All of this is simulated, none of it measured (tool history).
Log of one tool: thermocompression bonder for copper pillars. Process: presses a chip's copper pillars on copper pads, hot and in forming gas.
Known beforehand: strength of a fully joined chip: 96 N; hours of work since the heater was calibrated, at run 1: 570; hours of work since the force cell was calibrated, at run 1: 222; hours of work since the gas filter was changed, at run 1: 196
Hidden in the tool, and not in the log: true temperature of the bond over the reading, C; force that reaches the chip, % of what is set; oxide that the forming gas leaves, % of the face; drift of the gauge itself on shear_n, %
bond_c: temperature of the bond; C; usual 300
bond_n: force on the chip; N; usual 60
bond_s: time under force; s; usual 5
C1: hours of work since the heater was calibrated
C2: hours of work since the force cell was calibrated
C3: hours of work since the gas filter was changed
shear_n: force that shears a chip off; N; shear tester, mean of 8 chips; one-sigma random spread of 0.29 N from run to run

Run 1, hour 0: usual settings; C1 570; C2 222; C3 196. Result: shear_n 59.1 N.
At hour 21.3: forming gas filter changed.
Run 2, hour 26.1: usual settings but bond_n 87 N; C1 584; C2 235; C3 3. Result: shear_n 76.5 N.
Run 3, hour 44.7: usual settings but bond_n 46 N; C1 594; C2 246; C3 13. Result: shear_n 46.9 N.
Run 4, hour 71.4: usual settings but bond_c 327 C; C1 608; C2 260; C3 27. Result: shear_n 76.2 N.
Run 5, hour 89.1: usual settings but bond_c 327 C; C1 618; C2 269; C3 37. Result: shear_n 76.2 N.
Run 6, hour 106.2: usual settings but bond_c 327 C; C1 627; C2 279; C3 46. Result: shear_n 75.2 N.
Run 7, hour 119.9: usual settings but bond_c 327 C; C1 635; C2 286; C3 53. Result: shear_n 76.2 N.
Run 8, hour 148.5: usual settings but bond_c 327 C, bond_n 51 N, bond_s 8 s; C1 650; C2 301; C3 69. Result: shear_n 76.4 N.
Run 9, hour 166.7: usual settings but bond_n 40 N, bond_s 4 s; C1 660; C2 311; C3 78. Result: shear_n 37.3 N.
Run 10, hour 194.3: usual settings but bond_c 284 C, bond_n 54 N, bond_s 8 s; C1 675; C2 326; C3 93. Result: shear_n 51.6 N.

Here are 3 independent what-if runs from the current tool condition. What would each one return?
Run A, hour 223.4: usual settings but bond_c 273 C, bond_s 9 s; C1 690; C2 342; C3 109. Result: shear_n ?.
Run B, hour 223.4: usual settings but bond_c 284 C, bond_n 54 N, bond_s 4 s; C1 690; C2 342; C3 109. Result: shear_n ?.
Run C, hour 223.4: usual settings but bond_c 315 C, bond_n 39 N, bond_s 3 s; C1 690; C2 342; C3 109. Result: shear_n ?.

run  shear_n
  A     51.6
  B     40.6
  C     40.7
The same runs, with their run-to-run variation unchanged, on a tool lacking any hidden condition would have given:
run  shear_n
  A     50.9
  B       40
  C     40.2
